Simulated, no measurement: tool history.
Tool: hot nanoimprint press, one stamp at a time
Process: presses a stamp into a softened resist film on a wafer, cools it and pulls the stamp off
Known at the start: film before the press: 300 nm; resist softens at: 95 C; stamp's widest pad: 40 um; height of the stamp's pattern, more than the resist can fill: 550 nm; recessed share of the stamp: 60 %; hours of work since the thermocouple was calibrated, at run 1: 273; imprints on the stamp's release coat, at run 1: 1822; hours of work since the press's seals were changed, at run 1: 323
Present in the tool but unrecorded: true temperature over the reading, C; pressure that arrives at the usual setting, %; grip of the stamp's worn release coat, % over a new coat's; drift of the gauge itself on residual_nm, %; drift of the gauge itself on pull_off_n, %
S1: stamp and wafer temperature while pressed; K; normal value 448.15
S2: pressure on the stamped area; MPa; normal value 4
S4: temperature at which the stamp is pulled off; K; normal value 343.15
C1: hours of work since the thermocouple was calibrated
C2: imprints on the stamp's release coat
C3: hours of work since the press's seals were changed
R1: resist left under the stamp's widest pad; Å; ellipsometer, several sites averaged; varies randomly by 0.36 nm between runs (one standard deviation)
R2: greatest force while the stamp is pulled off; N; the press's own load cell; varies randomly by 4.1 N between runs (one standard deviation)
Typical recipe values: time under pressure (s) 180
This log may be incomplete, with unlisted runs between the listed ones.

Run 1, hour 0: usual settings; C1 273; C2 1822; C3 323. Result: R1 1346 Å, R2 204 N.
Run 2, hour 32: usual settings but time under pressure (s) 197; C1 291; C2 1880; C3 341. Result: R1 1307 Å, R2 207 N.
Run 3, hour 65.4: usual settings but time under pressure (s) 197; C1 309; C2 1941; C3 359. Result: R1 1303 Å, R2 205 N.
Run 4, hour 90.3: usual settings; C1 323; C2 1986; C3 373. Result: R1 1344 Å, R2 201 N.
Run 5, hour 114.8: usual settings; C1 336; C2 2030; C3 387. Result: R1 1342 Å, R2 196 N.
Run 6, hour 143.6: usual settings; C1 352; C2 2082; C3 403. Result: R1 1349 Å, R2 197 N.
Run 7, hour 157.7: usual settings but time under pressure (s) 290; C1 360; C2 2108; C3 410. Result: R1 1114 Å, R2 209 N.
Run 8, hour 173.7: usual settings but S4 332.15 K; C1 369; C2 2137; C3 419. Result: R1 1344 Å, R2 250 N.
Run 9, hour 202.9: usual settings but S4 332.15 K; C1 385; C2 2190; C3 435. Result: R1 1349 Å, R2 253 N.
Run 10, hour 229.2: usual settings but S4 332.15 K; C1 399; C2 2238; C3 450. Result: R1 1347 Å, R2 244 N.
Run 11, hour 260.3: usual settings but S4 332.15 K; C1 417; C2 2294; C3 467. Result: R1 1344 Å, R2 250 N.
Run 12, hour 284: usual settings but S2 4.9 MPa; C1 430; C2 2337; C3 480. Result: R1 1212 Å, R2 207 N.
At hour 315.9: stamp cleaned and given a new release coat.
Run 13, hour 321.9: usual settings but time under pressure (s) 220; C1 447; C2 11; C3 498. Result: R1 1239 Å, R2 199 N.
Run 14, hour 337.4: usual settings but time under pressure (s) 220; C1 456; C2 39; C3 506. Result: R1 1232 Å, R2 210 N.
Run 15, hour 357.1: usual settings; C1 467; C2 75; C3 517. Result: R1 1339 Å, R2 203 N.
Run 16, hour 389.9: usual settings but S2 3.74 MPa, time under pressure (s) 92, S4 350.15 K; C1 485; C2 134; C3 535. Result: R1 1733 Å, R2 171 N.
At hour 408.2: plate thermocouple calibrated.
Run 17, hour 426: usual settings but S1 452.15 K; C1 10; C2 195; C3 553. Result: R1 1162 Å, R2 198 N.
Run 18, hour 452.6: usual settings but S1 452.15 K; C1 25; C2 243; C3 568. Result: R1 1150 Å, R2 198 N.
Run 19, hour 473.4: usual settings but S1 452.15 K, S2 6.37 MPa; C1 36; C2 281; C3 580. Result: R1 924 Å, R2 206 N.
Run 20, hour 504.6: usual settings but S1 452.15 K, S2 6.37 MPa; C1 53; C2 337; C3 597. Result: R1 921 Å, R2 204 N.
Run 21, hour 522.9: usual settings but S1 452.15 K, S2 6.37 MPa; C1 63; C2 371; C3 607. Result: R1 920 Å, R2 206 N.
Run 22, hour 557.3: usual settings but S1 440.15 K, S2 6.37 MPa, time under pressure (s) 98, S4 351.15 K; C1 82; C2 433; C3 626. Result: R1 1759 Å, R2 161 N.
Run 23, hour 576.5: usual settings but time under pressure (s) 144, S4 350.15 K; C1 93; C2 468; C3 637. Result: R1 1440 Å, R2 173 N.
Run 24, hour 598.7: usual settings but S1 453.15 K; C1 105; C2 508; C3 649. Result: R1 1118 Å, R2 201 N.
Run 25, hour 628.7: usual settings but S2 2.6 MPa, time under pressure (s) 284; C1 122; C2 563; C3 665. Result: R1 1359 Å, R2 204 N.
Run 26, hour 649: usual settings but S1 439.15 K, S4 337.15 K; C1 133; C2 599; C3 676. Result: R1 1793 Å, R2 224 N.
Run 27, hour 663: usual settings but S1 439.15 K, S4 337.15 K; C1 141; C2 625; C3 684. Result: R1 1782 Å, R2 222 N.
Run 28, hour 680.6: usual settings but S2 5.44 MPa, S4 334.15 K; C1 150; C2 657; C3 694. Result: R1 1145 Å, R2 247 N.
Run 29, hour 701.1: usual settings but S1 453.15 K, S2 3.14 MPa, time under pressure (s) 265, S4 339.15 K; C1 162; C2 694; C3 705. Result: R1 1069 Å, R2 209 N.
Run 30, hour 734.7: usual settings but S1 439.15 K, S2 6.39 MPa, time under pressure (s) 176, S4 335.15 K; C1 180; C2 755; C3 724. Result: R1 1493 Å, R2 245 N.

Predict each of these 4 candidate next runs independently; none follows another, all start after run 30:
Run A, hour 753.9: usual settings but S1 439.15 K, S2 4.3 MPa, time under pressure (s) 176, S4 335.15 K; C1 191; C2 790; C3 734. Result: R1 ?, R2 ?.
Run B, hour 753.9: usual settings but S1 455.15 K; C1 191; C2 790; C3 734. Result: R1 ?, R2 ?.
Run C, hour 753.9: usual settings but S1 457.15 K; C1 191; C2 790; C3 734. Result: R1 ?, R2 ?.
Run D, hour 753.9: usual settings but S1 459.15 K, S2 3.99 MPa, S4 342.15 K; C1 191; C2 790; C3 734. Result: R1 ?, R2 ?.

run    R1   R2
  A  1754  240
  B  1038  195
  C   973  204
  D   902  205
Take away the tool's hidden state, keep each run's random variation, and the runs would have read:
run    R1   R2
  A  1790  239
  B  1059  195
  C   992  203
  D   920  205
